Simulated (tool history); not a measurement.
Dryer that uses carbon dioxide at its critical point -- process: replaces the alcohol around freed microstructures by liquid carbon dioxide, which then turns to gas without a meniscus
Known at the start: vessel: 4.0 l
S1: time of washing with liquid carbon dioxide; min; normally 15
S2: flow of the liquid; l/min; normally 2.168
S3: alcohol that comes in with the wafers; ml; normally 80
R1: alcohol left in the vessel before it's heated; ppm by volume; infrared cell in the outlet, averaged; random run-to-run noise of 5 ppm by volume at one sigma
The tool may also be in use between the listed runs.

run,hour,S1,S2,S3,R1
1,0,15,2.168,80,53
2,14.3,15,2.168,80,52
3,29.8,21,2.168,80,37
4,43,18,2.168,80,43
5,52.9,18,2.168,109,40
6,72.1,15,1.43,80,251
7,92.5,15,1.43,80,258
8,112,15,1.43,80,262
9,125,15,1.43,80,274
10,139.7,15,1.43,80,277
11,149.6,15,2.168,80,76
12,162.2,15,3.45,80,59
13,171.2,15,2.168,80,73
14,181.7,15,2.168,80,81
15,190.4,15,2.168,80,88
16,202,15,2.168,80,88
17,220.5,15,2.168,80,89
18,230.8,15,2.168,80,89
19,247.5,15,2.168,80,88
20,267.1,15,2.168,80,100
21,286.3,15,2.168,80,96
22,296.8,12,1.33,80,833
23,309,15,2.168,75,101
24,324.4,15,1.89,80,129
25,342.4,17,1.89,58,92
26,352,10,2.168,35,187
27,363.9,21,2.168,80,84
28,374.5,21,2.15,80,82
29,389.8,21,2.15,80,89
# hour 409: inlet filter changed
30,411.1,14,2.15,65,114
31,429.3,14,2.15,65,122
32,439,23,3.28,80,96
33,448.8,15,3.28,112,98
34,462.2,16,3.28,112,109

Estimate the outcome of run 35 from the log above:
35,481.6,16,3.28,112,?

{"run 35": {"R1": 106}}
If the tool had no hidden condition, the same run with the same run-to-run variation would have returned R1 13 ppm by volume.
